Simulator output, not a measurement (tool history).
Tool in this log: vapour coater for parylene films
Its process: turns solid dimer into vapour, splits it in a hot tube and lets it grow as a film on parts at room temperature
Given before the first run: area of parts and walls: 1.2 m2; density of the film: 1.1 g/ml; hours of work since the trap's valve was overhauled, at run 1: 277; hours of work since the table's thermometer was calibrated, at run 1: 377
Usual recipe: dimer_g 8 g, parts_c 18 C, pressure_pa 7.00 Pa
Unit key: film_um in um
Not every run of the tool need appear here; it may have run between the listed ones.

run	day	dimer_g	parts_c	pressure_pa	hours of work since the trap's valve was overhauled	hours of work since the table's thermometer was calibrated	film_um
1	0.000	8	18	7.00	277	377	3.18
2	0.538	8	18	7.00	285	385	3.20
3	1.596	8	18	7.00	301	401	3.18
4	2.112	8	18	7.00	309	409	3.14
5	2.700	8	18	7.00	318	418	3.09
# day 3.262: trap's valve overhauled
6	4.017	8	18	7.00	12	436	3.43
7	5.142	8	18	7.00	29	453	3.40
8	5.683	8	18	7.00	37	461	3.38
9	6.242	8	18	4.38	45	469	3.63
# day 6.358: table's thermometer calibrated
10	7.400	8	18	7.00	62	16	3.32
11	8.071	8	18	7.00	73	26	3.39
12	8.988	6	14	7.00	87	40	2.95
13	9.579	13	13	3.81	96	49	7.36
14	10.292	3	23	7.00	106	60	0.99
# day 10.417: table's thermometer calibrated, once more
15	11.079	4	23	7.00	118	10	1.37
16	11.850	4	23	7.00	130	22	1.36
17	13.021	9	18	5.66	147	40	3.93
18	13.921	10	13	9.20	161	53	4.97
19	14.775	10	13	9.20	174	66	4.88
20	15.567	9	18	2.13	186	78	4.50
21	16.275	5	11	8.92	197	89	2.70

Hidden state or all else? Some run-to-run changes of film_um, split into what the settings, what came in and random variation would give without the hidden state, and what is left for the hidden state (with any gauge scatter that isn't in both results):
Hidden state present: vapour lost through the trap's worn valve, %; true temperature of the parts over the reading, C; drift of the gauge itself on film_um, %.
Run 5 -> 6: trap's valve overhauled. film_um +0.34 um: hidden state +0.26, all else +0.08.
Run 12 -> 13: dimer_g 6 -> 13, parts_c 14 -> 13, pressure_pa 7.00 -> 3.81. film_um +4.41 um: hidden state -0.20, all else +4.61.
Run 13 -> 14: dimer_g 13 -> 3, parts_c 13 -> 23, pressure_pa 3.81 -> 7.00. film_um -6.37 um: hidden state +0.28, all else -6.65.
